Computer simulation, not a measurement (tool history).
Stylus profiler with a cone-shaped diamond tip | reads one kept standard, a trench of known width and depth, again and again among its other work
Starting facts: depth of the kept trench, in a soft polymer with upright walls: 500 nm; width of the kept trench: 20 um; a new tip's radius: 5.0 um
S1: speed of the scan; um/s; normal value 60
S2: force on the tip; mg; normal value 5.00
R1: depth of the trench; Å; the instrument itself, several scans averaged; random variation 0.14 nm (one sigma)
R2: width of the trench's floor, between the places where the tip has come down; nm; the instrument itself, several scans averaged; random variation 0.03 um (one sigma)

run 1 hour=0.0 | S1=60 S2=5.00 | R1=5122.5 R2=15060
run 2 hour=31.6 | S1=60 S2=5.00 | R1=5120.9 R2=15040
run 3 hour=62.3 | S1=60 S2=5.76 | R1=5135.9 R2=15080
run 4 hour=87.2 | S1=60 S2=5.76 | R1=5134.6 R2=15110
run 5 hour=128.4 | S1=60 S2=9.51 | R1=5191.9 R2=15030
run 6 hour=159.9 | S1=60 S2=9.51 | R1=5193.4 R2=15050
run 7 hour=192.5 | S1=33 S2=5.00 | R1=5121.5 R2=15090
-- hour=197.2 height scale calibrated on a step standard
run 8 hour=243.2 | S1=33 S2=5.00 | R1=5107.8 R2=15070
run 9 hour=290.6 | S1=33 S2=5.00 | R1=5110.3 R2=15050
run 10 hour=333.0 | S1=29 S2=4.54 | R1=5096.5 R2=15020

Predict each of these 3 candidate next runs independently; none follows another, all start after run 10:
run A hour=363.3 | S1=233 S2=2.59 | R1=? R2=?
run B hour=363.3 | S1=128 S2=3.86 | R1=? R2=?
run C hour=363.3 | S1=21 S2=3.39 | R1=? R2=?

run=A R1=5060.9 R2=14400
run=B R1=5084.6 R2=14780
run=C R1=5077.1 R2=15020
Without the tool's hidden state the same runs would have given:
run=A R1=5089.5 R2=14960
run=B R1=5113.3 R2=15330
run=C R1=5105.7 R2=15570
